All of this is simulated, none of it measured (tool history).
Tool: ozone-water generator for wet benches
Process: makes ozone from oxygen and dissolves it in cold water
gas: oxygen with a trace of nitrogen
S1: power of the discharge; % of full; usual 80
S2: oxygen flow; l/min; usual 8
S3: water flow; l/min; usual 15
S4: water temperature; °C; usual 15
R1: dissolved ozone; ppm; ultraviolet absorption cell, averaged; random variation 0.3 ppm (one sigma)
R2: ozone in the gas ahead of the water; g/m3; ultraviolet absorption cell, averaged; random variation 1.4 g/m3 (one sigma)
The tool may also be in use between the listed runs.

{"run": 1, "hour": 0.0, "S1": 80, "S2": 8, "S3": 15, "S4": 15, "R1": 44, "R2": 252}
{"run": 2, "hour": 75.0, "S1": 80, "S2": 8, "S3": 15, "S4": 15, "R1": 44.1, "R2": 254.3}
{"run": 3, "hour": 132.8, "S1": 80, "S2": 8, "S3": 15, "S4": 15, "R1": 44.3, "R2": 251.2}
{"run": 4, "hour": 189.6, "S1": 80, "S2": 8, "S3": 15, "S4": 15, "R1": 43.5, "R2": 250.8}
{"run": 5, "hour": 258.4, "S1": 80, "S2": 8, "S3": 15, "S4": 15, "R1": 43.6, "R2": 250}
{"run": 6, "hour": 298.6, "S1": 80, "S2": 8, "S3": 15, "S4": 15, "R1": 44.2, "R2": 251}
{"run": 7, "hour": 342.6, "S1": 71, "S2": 8, "S3": 15, "S4": 15, "R1": 39.5, "R2": 229.9}
{"run": 8, "hour": 421.8, "S1": 80, "S2": 8, "S3": 15, "S4": 17, "R1": 41.4, "R2": 252.3}
{"run": 9, "hour": 456.7, "S1": 80, "S2": 8, "S3": 15, "S4": 15, "R1": 43.6, "R2": 249.6}
{"run": 10, "hour": 533.9, "S1": 80, "S2": 8, "S3": 15, "S4": 15, "R1": 43.7, "R2": 249.5}
{"run": 11, "hour": 581.1, "S1": 72, "S2": 8, "S3": 15, "S4": 15, "R1": 40, "R2": 228.3}
{"run": 12, "hour": 662.0, "S1": 72, "S2": 8, "S3": 15, "S4": 15, "R1": 39.8, "R2": 230.6}
{"run": 13, "hour": 735.5, "S1": 80, "S2": 8, "S3": 15, "S4": 15, "R1": 43.5, "R2": 248.8}
{"run": 14, "hour": 779.0, "S1": 80, "S2": 8, "S3": 15, "S4": 15, "R1": 43.2, "R2": 250.6}
{"hour": 786.5, "done": "water thermometer calibrated"}
{"run": 15, "hour": 846.0, "S1": 80, "S2": 8, "S3": 15, "S4": 15, "R1": 43.4, "R2": 251.6}
{"run": 16, "hour": 902.0, "S1": 80, "S2": 8, "S3": 15, "S4": 15, "R1": 42.9, "R2": 247.3}
{"hour": 950.4, "done": "water thermometer calibrated, once more"}
{"run": 17, "hour": 958.7, "S1": 67, "S2": 4.33, "S3": 9, "S4": 13, "R1": 64.3, "R2": 332.3}
{"run": 18, "hour": 1000.9, "S1": 67, "S2": 4.33, "S3": 14, "S4": 9, "R1": 49.2, "R2": 333.8}
{"run": 19, "hour": 1062.5, "S1": 80, "S2": 8.45, "S3": 10, "S4": 18, "R1": 50.2, "R2": 237.5}
{"run": 20, "hour": 1132.3, "S1": 80, "S2": 8.45, "S3": 10, "S4": 18, "R1": 50.7, "R2": 235.6}
{"run": 21, "hour": 1210.2, "S1": 58, "S2": 8.8, "S3": 15, "S4": 10, "R1": 36.5, "R2": 182}
{"run": 22, "hour": 1261.6, "S1": 58, "S2": 8.8, "S3": 15, "S4": 10, "R1": 36.4, "R2": 181.1}
{"run": 23, "hour": 1303.0, "S1": 94, "S2": 4.78, "S3": 12, "S4": 17, "R1": 62.4, "R2": 400.7}
{"run": 24, "hour": 1376.9, "S1": 94, "S2": 13.4, "S3": 12, "S4": 9, "R1": 52.6, "R2": 194.5}
{"run": 25, "hour": 1443.6, "S1": 94, "S2": 13.4, "S3": 12, "S4": 9, "R1": 52.3, "R2": 196.1}
{"run": 26, "hour": 1510.5, "S1": 94, "S2": 13.4, "S3": 12, "S4": 9, "R1": 51.7, "R2": 194.1}
{"run": 27, "hour": 1573.7, "S1": 80, "S2": 8, "S3": 10, "S4": 20, "R1": 48.6, "R2": 247.4}
{"run": 28, "hour": 1656.3, "S1": 80, "S2": 8, "S3": 10, "S4": 20, "R1": 48.8, "R2": 246.6}
{"run": 29, "hour": 1735.9, "S1": 44, "S2": 9.56, "S3": 15, "S4": 15, "R1": 25.6, "R2": 138.8}
{"run": 30, "hour": 1799.7, "S1": 44, "S2": 9.56, "S3": 15, "S4": 15, "R1": 26.1, "R2": 139.9}
{"run": 31, "hour": 1866.4, "S1": 44, "S2": 9.56, "S3": 15, "S4": 15, "R1": 25.9, "R2": 138.5}
{"run": 32, "hour": 1946.7, "S1": 44, "S2": 9.56, "S3": 15, "S4": 15, "R1": 25.9, "R2": 138.4}

Forecast each of these 3 alternatives for the next run:
{"run": "A", "hour": 2029.0, "S1": 67, "S2": 8, "S3": 15, "S4": 15, "R1": "?", "R2": "?"}
{"run": "B", "hour": 2029.0, "S1": 80, "S2": 6.93, "S3": 15, "S4": 15, "R1": "?", "R2": "?"}
{"run": "C", "hour": 2029.0, "S1": 72, "S2": 9.56, "S3": 15, "S4": 15, "R1": "?", "R2": "?"}

run=A R1=37.1 R2=215
run=B R1=44.6 R2=271.5
run=C R1=37.2 R2=200.9
Without the tool's hidden state the same runs would have given:
run=A R1=40.7 R2=231.8
run=B R1=49.5 R2=295.8
run=C R1=41.1 R2=217.6
